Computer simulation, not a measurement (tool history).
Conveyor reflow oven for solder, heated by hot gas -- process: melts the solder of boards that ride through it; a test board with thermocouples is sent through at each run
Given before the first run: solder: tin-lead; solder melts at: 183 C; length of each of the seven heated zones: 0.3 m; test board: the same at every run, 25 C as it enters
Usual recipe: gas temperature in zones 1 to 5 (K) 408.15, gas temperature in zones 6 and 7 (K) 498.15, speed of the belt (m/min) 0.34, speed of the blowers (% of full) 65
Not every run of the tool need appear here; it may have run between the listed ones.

| run | hour | gas temperature in zones 1 to 5 (K) | gas temperature in zones 6 and 7 (K) | speed of the belt (m/min) | speed of the blowers (% of full) | highest temperature of the board (K) | time above the solder's melting point (s) |
|---|---|---|---|---|---|---|---|
| 1 | 0 | 408.15 | 498.15 | 0.34 | 65 | 482.05 | 67.5 |
| 2 | 23.6 | 408.15 | 498.15 | 0.34 | 65 | 482.45 | 69.5 |
| 3 | 40.9 | 408.15 | 498.15 | 0.34 | 65 | 482.45 | 68.1 |
| 4 | 54.4 | 408.15 | 498.15 | 0.34 | 65 | 482.95 | 69.1 |
| 5 | 76 | 408.15 | 498.15 | 0.34 | 65 | 482.55 | 69 |
| 6 | 91.8 | 408.15 | 498.15 | 0.34 | 77 | 483.75 | 72 |
| 7 | 109.6 | 408.15 | 498.15 | 0.34 | 77 | 484.55 | 72.6 |
| 8 | 128.2 | 408.15 | 498.15 | 0.314 | 77 | 485.85 | 82.3 |
| 9 | 152.5 | 408.15 | 498.15 | 0.34 | 65 | 481.55 | 69 |
| 10 | 166.4 | 408.15 | 498.15 | 0.34 | 65 | 481.95 | 69.6 |
| 11 | 181.6 | 419.15 | 498.15 | 0.34 | 65 | 484.15 | 76.7 |
|  | 193.7 | flux residue cleaned out of gas plates and filters |
| 12 | 203.4 | 419.15 | 498.15 | 0.34 | 65 | 485.55 | 79.7 |
| 13 | 222.3 | 419.15 | 498.15 | 0.34 | 65 | 486.05 | 79.8 |
| 14 | 241.7 | 419.15 | 498.15 | 0.34 | 65 | 485.25 | 80.7 |
| 15 | 260.1 | 408.15 | 498.15 | 0.34 | 65 | 483.85 | 71.3 |
| 16 | 274.6 | 408.15 | 498.15 | 0.34 | 65 | 484.55 | 71.9 |
| 17 | 286.4 | 408.15 | 498.15 | 0.34 | 65 | 483.15 | 70.1 |
| 18 | 299.5 | 408.15 | 509.15 | 0.34 | 65 | 494.35 | 80.7 |
| 19 | 324.2 | 408.15 | 499.15 | 0.406 | 65 | 479.45 | 52.1 |
| 20 | 337.6 | 394.15 | 492.15 | 0.288 | 73 | 482.05 | 77.2 |
| 21 | 358 | 394.15 | 492.15 | 0.288 | 73 | 482.75 | 78.5 |
| 22 | 370.9 | 408.15 | 500.15 | 0.34 | 65 | 484.95 | 73.6 |
| 23 | 385.2 | 412.15 | 510.15 | 0.327 | 78 | 497.65 | 91.8 |

Predict the results of run 24:
| 24 | 398.6 | 412.15 | 510.15 | 0.327 | 78 | ? | ? |

Logged for run 24: highest temperature of the board (K) 498.75, time above the solder's melting point (s) 92.8.
The same run, on a tool lacking any hidden state, would have yielded highest temperature of the board (K) 499.05, time above the solder's melting point (s) 92.2.

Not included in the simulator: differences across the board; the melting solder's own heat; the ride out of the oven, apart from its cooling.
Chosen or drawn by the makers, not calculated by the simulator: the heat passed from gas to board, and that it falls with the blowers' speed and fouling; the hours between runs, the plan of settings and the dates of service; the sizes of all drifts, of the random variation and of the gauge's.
